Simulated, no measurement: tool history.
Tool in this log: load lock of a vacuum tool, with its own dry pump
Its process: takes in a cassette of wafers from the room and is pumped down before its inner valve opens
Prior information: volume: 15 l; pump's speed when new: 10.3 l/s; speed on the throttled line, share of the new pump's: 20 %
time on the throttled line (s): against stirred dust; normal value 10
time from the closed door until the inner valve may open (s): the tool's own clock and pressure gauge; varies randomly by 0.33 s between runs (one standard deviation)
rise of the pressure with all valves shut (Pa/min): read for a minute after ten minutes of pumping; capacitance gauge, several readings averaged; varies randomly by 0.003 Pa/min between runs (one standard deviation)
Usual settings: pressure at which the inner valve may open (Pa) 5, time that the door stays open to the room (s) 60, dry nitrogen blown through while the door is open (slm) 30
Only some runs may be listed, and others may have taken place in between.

| run | hour | time on the throttled line (s) | pressure at which the inner valve may open (Pa) | time that the door stays open to the room (s) | dry nitrogen blown through while the door is open (slm) | incoming humidity of the room's air, % | time from the closed door until the inner valve may open (s) | rise of the pressure with all valves shut (Pa/min) |
|---|---|---|---|---|---|---|---|---|
| 1 | 0.0 | 10 | 5 | 60 | 30 | 47.8 | 22.8 | 0.179 |
| 2 | 95.2 | 10 | 5 | 34 | 30 | 43.9 | 22.5 | 0.166 |
| 3 | 180.5 | 10 | 5 | 34 | 30 | 43.0 | 23.4 | 0.167 |
| 4 | 231.7 | 10 | 5 | 34 | 30 | 42.6 | 23.3 | 0.172 |
| 5 | 282.0 | 10 | 5 | 60 | 30 | 45.5 | 23.6 | 0.177 |
| 6 | 338.2 | 10 | 5 | 60 | 30 | 46.9 | 23.3 | 0.189 |
| 7 | 395.9 | 10 | 5 | 60 | 30 | 43.5 | 23.4 | 0.187 |
| 8 | 452.1 | 10 | 5 | 29 | 30 | 45.5 | 23.4 | 0.182 |
| 9 | 507.2 | 10 | 5 | 29 | 30 | 46.6 | 23.4 | 0.190 |
| 10 | 588.3 | 10 | 8 | 36 | 30 | 45.5 | 22.8 | 0.193 |
| 11 | 677.5 | 7 | 6 | 46 | 36 | 44.2 | 20.4 | 0.195 |
| 12 | 774.0 | 7 | 6 | 46 | 36 | 47.6 | 21.3 | 0.203 |
| 13 | 836.6 | 7 | 6 | 46 | 36 | 44.3 | 20.9 | 0.209 |
| 14 | 912.8 | 6 | 5 | 78 | 8 | 46.1 | 20.6 | 0.248 |
| 15 | 995.0 | 10 | 9 | 76 | 30 | 45.1 | 23.1 | 0.228 |
| 16 | 1062.8 | 10 | 9 | 76 | 30 | 45.7 | 22.8 | 0.236 |
| 17 | 1131.5 | 10 | 9 | 76 | 30 | 44.0 | 22.5 | 0.233 |

Branching from run 17: 5 alternative next runs. What would each branch give?
| A | 1185.6 | 10 | 5 | 114 | 30 | 45.7 | ? | ? |
| B | 1185.6 | 12 | 6 | 76 | 39 | 49.3 | ? | ? |
| C | 1185.6 | 10 | 5 | 60 | 21 | 44.4 | ? | ? |
| D | 1185.6 | 10 | 7 | 103 | 30 | 42.2 | ? | ? |
| E | 1185.6 | 5 | 9 | 40 | 4 | 44.7 | ? | ? |

| run | time from the closed door until the inner valve may open (s) | rise of the pressure with all valves shut (Pa/min) |
|---|---|---|
| A | 23.0 | 0.249 |
| B | 24.9 | 0.246 |
| C | 23.0 | 0.236 |
| D | 23.5 | 0.242 |
| E | 19.0 | 0.252 |
The same runs, with their run-to-run variation unchanged, on a tool lacking any hidden condition would have given:
| run | time from the closed door until the inner valve may open (s) | rise of the pressure with all valves shut (Pa/min) |
|---|---|---|
| A | 21.9 | 0.059 |
| B | 23.9 | 0.052 |
| C | 21.9 | 0.048 |
| D | 22.5 | 0.052 |
| E | 17.9 | 0.059 |

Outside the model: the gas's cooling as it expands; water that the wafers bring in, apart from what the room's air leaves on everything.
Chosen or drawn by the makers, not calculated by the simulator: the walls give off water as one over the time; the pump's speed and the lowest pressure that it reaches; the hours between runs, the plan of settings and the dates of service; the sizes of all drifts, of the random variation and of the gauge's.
